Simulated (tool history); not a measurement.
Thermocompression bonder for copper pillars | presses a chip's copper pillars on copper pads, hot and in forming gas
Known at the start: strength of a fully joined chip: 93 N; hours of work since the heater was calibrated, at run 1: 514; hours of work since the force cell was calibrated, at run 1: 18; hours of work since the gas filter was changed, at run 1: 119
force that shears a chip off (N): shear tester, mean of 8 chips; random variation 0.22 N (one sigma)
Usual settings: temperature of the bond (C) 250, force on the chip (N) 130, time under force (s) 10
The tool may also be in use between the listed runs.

run,hour,temperature of the bond (C),force on the chip (N),time under force (s),hours of work since the heater was calibrated,hours of work since the force cell was calibrated,hours of work since the gas filter was changed,force that shears a chip off (N)
1,0,250,130,10,514,18,119,45.8
2,9,250,142,10,519,24,124,48.5
3,13.3,250,91,10,522,26,127,36
4,19,250,91,10,525,30,130,36
5,25.4,250,91,10,529,34,134,36.3
6,29.8,250,91,10,532,36,137,35.8
7,34.2,250,91,10,535,39,140,36.1
8,40.4,250,91,10,538,43,144,36.3
9,49.6,250,91,10,544,48,149,36.1
10,57.3,248,130,10,549,53,154,45.2
11,66.4,255,130,16,554,59,159,55.2
12,75.3,242,130,24,560,64,165,56
13,84.2,242,130,10,565,70,170,42.4
14,89,242,130,10,568,73,173,42
15,98.6,250,146,23,574,78,179,63
16,105.9,250,112,5,578,83,184,31.9
17,110.9,237,185,8,582,86,187,46.5
18,116.4,250,116,7,585,89,190,37.2
19,123,250,116,7,589,93,194,37.1

3 ways to go on from here, each from the tool as it stands after run 19. What would each give?
A,129.8,278,116,20,593,97,198,?
B,129.8,238,116,7,593,97,198,?
C,129.8,222,155,15,593,97,198,?

run,force that shears a chip off (N)
A,65.7
B,32.8
C,43.8
Without the tool's hidden state the same runs would have given:
run,force that shears a chip off (N)
A,66.2
B,32.4
C,43.3
